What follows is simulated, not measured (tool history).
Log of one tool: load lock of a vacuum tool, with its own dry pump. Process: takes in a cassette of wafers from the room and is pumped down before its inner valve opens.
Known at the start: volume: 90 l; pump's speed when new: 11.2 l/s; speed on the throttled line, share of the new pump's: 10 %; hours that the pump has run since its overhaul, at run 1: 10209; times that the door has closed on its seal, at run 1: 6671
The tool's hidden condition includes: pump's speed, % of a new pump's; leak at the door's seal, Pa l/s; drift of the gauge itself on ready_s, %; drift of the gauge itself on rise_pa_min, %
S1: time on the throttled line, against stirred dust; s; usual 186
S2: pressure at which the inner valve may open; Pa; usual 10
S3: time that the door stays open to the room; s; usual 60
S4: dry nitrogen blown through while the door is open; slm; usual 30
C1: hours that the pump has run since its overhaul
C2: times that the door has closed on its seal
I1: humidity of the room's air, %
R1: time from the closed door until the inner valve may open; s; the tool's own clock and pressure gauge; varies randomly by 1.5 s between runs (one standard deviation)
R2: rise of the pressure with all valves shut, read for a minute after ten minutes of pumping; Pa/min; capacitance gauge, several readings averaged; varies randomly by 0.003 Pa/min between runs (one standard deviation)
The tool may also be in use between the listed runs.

run	hour	S1	S2	S3	S4	C1	C2	I1	R1	R2
1	0.0	186	10	60	30	10209	6671	45.9	248.5	0.045
2	65.2	186	16	60	30	10274	6914	43.3	244.4	0.043
3	130.2	101	10	60	30	10340	7157	46.3	175.6	0.045
4	184.0	101	10	60	30	10393	7357	48.5	171.7	0.040
5	308.8	101	10	60	30	10518	7823	45.3	176.4	0.046
6	422.2	186	10	60	30	10631	8246	48.1	251.2	0.052
7	520.8	186	10	60	30	10730	8614	43.9	250.2	0.051
8	582.7	186	10	82	30	10792	8845	47.3	246.5	0.053
9	698.8	186	10	60	30	10908	9279	46.8	249.4	0.055
10	817.6	186	10	60	30	11027	9722	45.9	249.9	0.052
11	890.7	186	10	60	15	11100	9995	44.4	253.3	0.058
12	961.6	186	10	60	15	11171	10259	44.2	251.4	0.058
13	1033.1	186	10	60	30	11242	10526	43.5	252.2	0.054
14	1122.4	186	19	60	30	11332	10859	46.7	247.8	0.057
15	1183.4	186	19	60	30	11393	11087	47.6	244.7	0.066
16	1296.4	219	10	60	30	11506	11509	47.8	280.9	0.066
17	1355.5	186	10	60	30	11565	11729	44.7	251.8	0.067
18	1450.7	186	10	227	30	11660	12084	46.3	251.3	0.097
19	1533.7	186	10	60	25	11743	12394	46.1	250.2	0.066
20	1648.1	251	8	212	8	11857	12821	47.5	310.9	0.126
21	1759.5	251	8	212	8	11969	13237	46.7	315.2	0.124
22	1828.7	251	8	212	8	12038	13495	44.9	310.4	0.125
23	1953.2	256	10	67	24	12162	13959	46.1	312.1	0.079
24	2060.6	256	10	67	24	12270	14360	46.8	313.0	0.078
25	2193.4	341	8	60	12	12403	14856	44.3	390.7	0.087
26	2323.4	99	19	144	31	12533	15341	45.2	167.9	0.099
27	2438.6	99	19	144	31	12648	15771	43.9	168.5	0.090
28	2545.7	109	15	99	13	12755	16170	43.2	179.3	0.102
29	2617.5	109	15	99	37	12827	16438	43.9	180.4	0.093
30	2683.7	186	20	60	36	12893	16685	45.3	248.4	0.085
31	2741.4	174	20	47	36	12951	16901	44.8	234.9	0.081
32	2841.6	174	20	62	6	13051	17274	44.7	233.1	0.106
33	2929.2	174	19	45	6	13138	17602	45.6	236.1	0.096
34	3005.8	131	17	45	6	13215	17887	43.3	199.5	0.096

Run 35 comes next. What will it give?
35	3100.3	175	9	68	6	13310	18240	50.2	?	?

R1: 242.8 s
R2: 0.121 Pa/min
On a tool with no hidden condition, and with the same random variation, this run would have come out at R1 231.1 s, R2 0.050 Pa/min.
